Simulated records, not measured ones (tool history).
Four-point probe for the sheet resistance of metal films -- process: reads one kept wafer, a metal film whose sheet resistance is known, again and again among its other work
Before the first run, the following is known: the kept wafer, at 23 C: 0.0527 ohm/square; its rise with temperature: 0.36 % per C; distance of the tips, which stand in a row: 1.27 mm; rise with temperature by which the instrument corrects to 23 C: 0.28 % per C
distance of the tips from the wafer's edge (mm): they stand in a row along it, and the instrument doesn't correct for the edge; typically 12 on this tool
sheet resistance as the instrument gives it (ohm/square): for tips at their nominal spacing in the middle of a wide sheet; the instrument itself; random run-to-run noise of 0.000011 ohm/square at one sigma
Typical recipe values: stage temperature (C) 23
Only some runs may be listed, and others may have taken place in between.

| run | hour | stage temperature (C) | distance of the tips from the wafer's edge (mm) | sheet resistance as the instrument gives it (ohm/square) |
|---|---|---|---|---|
| 1 | 0 | 23 | 12 | 0.052786 |
| 2 | 100.9 | 23 | 12 | 0.05277 |
| 3 | 182.5 | 23 | 12 | 0.052742 |
| 4 | 255.5 | 23 | 12 | 0.05271 |
| 5 | 384.3 | 23 | 12 | 0.052698 |
| 6 | 501.3 | 20 | 12 | 0.052546 |
|  | 547.5 | new probe head fitted |
| 7 | 580.9 | 20 | 12 | 0.053106 |
| 8 | 717.9 | 23 | 12 | 0.053182 |
| 9 | 821.6 | 23 | 12 | 0.053167 |
| 10 | 946.8 | 23 | 12 | 0.053162 |
| 11 | 1031 | 23 | 12 | 0.053145 |
| 12 | 1117 | 31 | 63 | 0.053151 |
|  | 1141.1 | stage's thermometer calibrated |
| 13 | 1192.2 | 31 | 63 | 0.053232 |
| 14 | 1305.8 | 18 | 49 | 0.052665 |
| 15 | 1439 | 30 | 10 | 0.053574 |
| 16 | 1500 | 29 | 6 | 0.054313 |
| 17 | 1641.8 | 29 | 6 | 0.054285 |
| 18 | 1763.8 | 19 | 4 | 0.055267 |

Branching from run 18: 3 alternative next runs. What would each branch give?
| A | 1860.9 | 26 | 32 | ? |
| B | 1860.9 | 19 | 4 | ? |
| C | 1860.9 | 33 | 53 | ? |

| run | sheet resistance as the instrument gives it (ohm/square) |
|---|---|
| A | 0.052894 |
| B | 0.055239 |
| C | 0.053173 |
With the hidden condition removed and each run's random variation left untouched, the same runs would have given:
| run | sheet resistance as the instrument gives it (ohm/square) |
|---|---|
| A | 0.052863 |
| B | 0.055207 |
| C | 0.053141 |
